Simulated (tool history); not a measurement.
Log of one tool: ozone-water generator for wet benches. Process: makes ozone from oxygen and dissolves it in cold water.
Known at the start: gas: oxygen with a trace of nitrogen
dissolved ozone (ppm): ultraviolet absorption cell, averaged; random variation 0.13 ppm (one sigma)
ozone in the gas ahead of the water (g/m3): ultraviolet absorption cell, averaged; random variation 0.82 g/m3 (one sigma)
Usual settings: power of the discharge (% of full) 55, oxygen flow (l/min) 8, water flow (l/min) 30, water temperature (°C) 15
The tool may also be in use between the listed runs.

run    hour  power of the discharge (% of full)  oxygen flow (l/min)  water flow (l/min)  water temperature (°C)  dissolved ozone (ppm)  ozone in the gas ahead of the water (g/m3)
  1       0                                  55                    8                  30                      15                   12.3                                       128.4
  2    30.8                                  55                    8                  30                      15                   12.1                                       128.1
  3    55.9                                  55                    8                  30                      15                   12.1                                         128
  4    87.2                                  55                    8                  30                      15                     12                                         128
  5     129                                  55                    8                  30                      15                   12.1                                       128.2
  6   170.5                                  55                    8                  30                      15                   12.2                                       129.3
  7   198.1                                  55                    8                  30                      15                   12.2                                       127.5
  8   232.1                                  55                    8                  30                      15                   12.1                                       128.1
  9     253                                  55                    8                  30                      15                   12.1                                       127.5
 10   300.2                                  55                    8                  30                      15                   12.2                                       128.2
 11   348.9                                  55                    8                  30                      15                   12.1                                       126.9
 12   388.6                                  55                    8                  30                      15                   11.8                                       126.7
 13   433.2                                  55                    8                  30                      15                   11.9                                       128.5
 14   479.4                                  55                    8                  30                      15                   12.1                                       127.9
 15   514.6                                  55                10.81                  30                      15                   12.2                                       109.4
 16     565                                  55                    8                  39                      15                    9.3                                       125.3
 17   609.7                                  55                 4.77                  39                      15                    8.3                                       163.8
 18   642.6                                  55                10.78                  39                      15                    9.7                                         110
 19     665                                  98                10.78                  29                      15                   17.8                                       158.4
 20   688.1                                  54                 5.25                  48                      12                    7.1                                       153.5
 21   713.2                                  54                 5.25                  48                      12                    7.1                                       152.9
 22   742.4                                  85                    8                  27                      15                   16.8                                       168.6
 23   773.7                                  42                    8                  36                      15                    8.4                                       106.8
 24   810.5                                  42                    8                  36                      15                    8.4                                       107.5
 25   862.5                                  41                13.34                  31                      15                    9.5                                        82.1
 26   908.6                                  41                13.34                  31                      13                   10.4                                          83
 27   956.4                                  41                 4.27                  31                      16                    8.6                                       143.1
 28   993.7                                  41                    8                  19                      15                     14                                       105.6
 29  1037.1                                  41                    8                  19                      15                   14.3                                       105.3
 30  1083.9                                  50                 4.15                  30                      15                     10                                       163.1
 31  1115.7                                  50                 4.15                  30                      15                   10.1                                       163.8
 32  1148.9                                  55                    8                  30                      12                   12.3                                       127.2
 33  1172.9                                  52                 4.89                  30                       8                   11.4                                         156

Forecast each of these 4 alternatives for the next run:
  A  1200.7                                  99                 4.89                  30                      13                      ?                                           ?
  B  1200.7                                  41                 4.28                  30                      17                      ?                                           ?
  C  1200.7                                  52                 4.89                  39                       8                      ?                                           ?
  D  1200.7                                  71                 4.89                  38                      22                      ?                                           ?

run  dissolved ozone (ppm)  ozone in the gas ahead of the water (g/m3)
  A                     16                                       232.7
  B                    8.7                                       141.7
  C                    8.6                                       154.8
  D                    9.6                                       190.3
Without the tool's hidden state the same runs would have given:
run  dissolved ozone (ppm)  ozone in the gas ahead of the water (g/m3)
  A                   17.9                                       240.2
  B                    9.6                                       144.2
  C                    9.5                                       158.1
  D                   10.8                                       195.4

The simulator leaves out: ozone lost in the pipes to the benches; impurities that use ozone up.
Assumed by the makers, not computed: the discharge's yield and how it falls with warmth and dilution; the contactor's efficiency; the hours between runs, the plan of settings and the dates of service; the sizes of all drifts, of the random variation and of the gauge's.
